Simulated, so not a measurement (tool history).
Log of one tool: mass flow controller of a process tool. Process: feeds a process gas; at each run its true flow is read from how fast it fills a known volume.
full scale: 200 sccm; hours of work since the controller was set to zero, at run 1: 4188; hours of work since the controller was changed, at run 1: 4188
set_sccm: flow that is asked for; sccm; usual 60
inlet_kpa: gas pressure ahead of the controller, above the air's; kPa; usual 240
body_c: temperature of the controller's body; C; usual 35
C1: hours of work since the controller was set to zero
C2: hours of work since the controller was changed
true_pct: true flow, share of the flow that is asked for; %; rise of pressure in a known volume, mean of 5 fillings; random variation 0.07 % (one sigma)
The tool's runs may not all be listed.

Run 1, hour 0: usual settings; C1 4188; C2 4188. Result: true_pct 95.59 %.
Run 2, hour 56.8: usual settings but body_c 28 C; C1 4227; C2 4227. Result: true_pct 96.44 %.
Run 3, hour 103.8: usual settings but body_c 28 C; C1 4259; C2 4259. Result: true_pct 96.44 %.
Run 4, hour 146.5: usual settings but set_sccm 145 sccm, body_c 28 C; C1 4288; C2 4288. Result: true_pct 98.78 %.
Run 5, hour 195: usual settings but set_sccm 145 sccm, body_c 28 C; C1 4321; C2 4321. Result: true_pct 98.92 %.
Run 6, hour 243: usual settings but set_sccm 145 sccm, body_c 28 C; C1 4354; C2 4354. Result: true_pct 98.78 %.
Run 7, hour 311.1: usual settings but set_sccm 145 sccm, body_c 28 C; C1 4401; C2 4401. Result: true_pct 98.78 %.
Run 8, hour 378.3: usual settings but set_sccm 145 sccm, body_c 28 C; C1 4447; C2 4447. Result: true_pct 98.77 %.
Run 9, hour 424.9: usual settings; C1 4478; C2 4478. Result: true_pct 95.66 %.
Run 10, hour 463.1: usual settings but body_c 31 C; C1 4504; C2 4504. Result: true_pct 96 %.
Run 11, hour 528.5: usual settings but body_c 31 C; C1 4549; C2 4549. Result: true_pct 96.11 %.
Run 12, hour 576.1: usual settings but body_c 31 C; C1 4582; C2 4582. Result: true_pct 96.06 %.
Run 13, hour 616.8: usual settings; C1 4609; C2 4609. Result: true_pct 95.53 %.
Run 14, hour 658.7: usual settings but inlet_kpa 238 kPa; C1 4638; C2 4638. Result: true_pct 95.64 %.
Run 15, hour 706.6: usual settings but set_sccm 157 sccm; C1 4671; C2 4671. Result: true_pct 98.37 %.
Run 16, hour 779.1: usual settings but body_c 28 C; C1 4720; C2 4720. Result: true_pct 96.2 %.
Run 17, hour 855.6: usual settings but body_c 28 C; C1 4773; C2 4773. Result: true_pct 96.27 %.
Run 18, hour 910.3: usual settings but set_sccm 93 sccm, inlet_kpa 200 kPa, body_c 25 C; C1 4810; C2 4810. Result: true_pct 98.13 %.
Run 19, hour 970.8: usual settings but set_sccm 93 sccm, inlet_kpa 266 kPa; C1 4851; C2 4851. Result: true_pct 96.59 %.
Run 20, hour 1039.8: usual settings but set_sccm 38 sccm, inlet_kpa 162 kPa, body_c 20 C; C1 4899; C2 4899. Result: true_pct 95.97 %.
Run 21, hour 1090: usual settings but set_sccm 138 sccm, body_c 29 C; C1 4933; C2 4933. Result: true_pct 98.52 %.
Run 22, hour 1122.4: usual settings but set_sccm 86 sccm, inlet_kpa 196 kPa; C1 4955; C2 4955. Result: true_pct 96.82 %.
Run 23, hour 1189.2: usual settings but set_sccm 29 sccm, inlet_kpa 186 kPa; C1 5001; C2 5001. Result: true_pct 92.87 %.
Run 24, hour 1234.8: usual settings but set_sccm 29 sccm, inlet_kpa 186 kPa; C1 5032; C2 5032. Result: true_pct 92.79 %.
Run 25, hour 1285: usual settings but set_sccm 29 sccm, inlet_kpa 186 kPa; C1 5066; C2 5066. Result: true_pct 92.73 %.
Run 26, hour 1328.5: usual settings but set_sccm 145 sccm, inlet_kpa 143 kPa, body_c 24 C; C1 5096; C2 5096. Result: true_pct 99.78 %.
Run 27, hour 1367.7: usual settings but set_sccm 49 sccm, inlet_kpa 162 kPa, body_c 22 C; C1 5123; C2 5123. Result: true_pct 96.72 %.
Run 28, hour 1409.3: usual settings but set_sccm 28 sccm; C1 5151; C2 5151. Result: true_pct 92.23 %.
Run 29, hour 1455.8: usual settings but set_sccm 28 sccm; C1 5183; C2 5183. Result: true_pct 92.27 %.
Run 30, hour 1532.8: usual settings but set_sccm 39 sccm, inlet_kpa 218 kPa; C1 5235; C2 5235. Result: true_pct 93.97 %.
Run 31, hour 1601.5: usual settings but set_sccm 39 sccm, inlet_kpa 218 kPa; C1 5282; C2 5282. Result: true_pct 93.99 %.
Run 32, hour 1675.5: usual settings but set_sccm 39 sccm, inlet_kpa 218 kPa; C1 5333; C2 5333. Result: true_pct 93.92 %.
Run 33, hour 1711.8: usual settings but set_sccm 51 sccm, inlet_kpa 218 kPa, body_c 21 C; C1 5358; C2 5358. Result: true_pct 96.7 %.

Measured less the same run without the tool's hidden state. The same run-to-run variation is in both; the gauge's scatter may not be:
The hidden state here: flow at rest that the sensor doesn't see, % of full scale; true flow over the shown one, %; drift of the gauge itself on true_pct, %.
run  true_pct
  1      -0.9
  2     -0.91
  3     -0.92
  4     +0.25
  5     +0.25
  6     +0.25
  7     +0.25
  8     +0.26
  9     -0.96
 10     -0.96
 11     -0.97
 12     -0.98
 13     -0.99
 14        -1
 15     +0.35
 16     -1.01
 17     -1.02
 18     -0.24
 19     -0.24
 20     -2.37
 21     +0.24
 22     -0.37
 23     -3.55
 24     -3.57
 25      -3.6
 26      +0.3
 27     -1.63
 28     -3.84
 29     -3.86
 30     -2.44
 31     -2.45
 32     -2.47
 33     -1.59
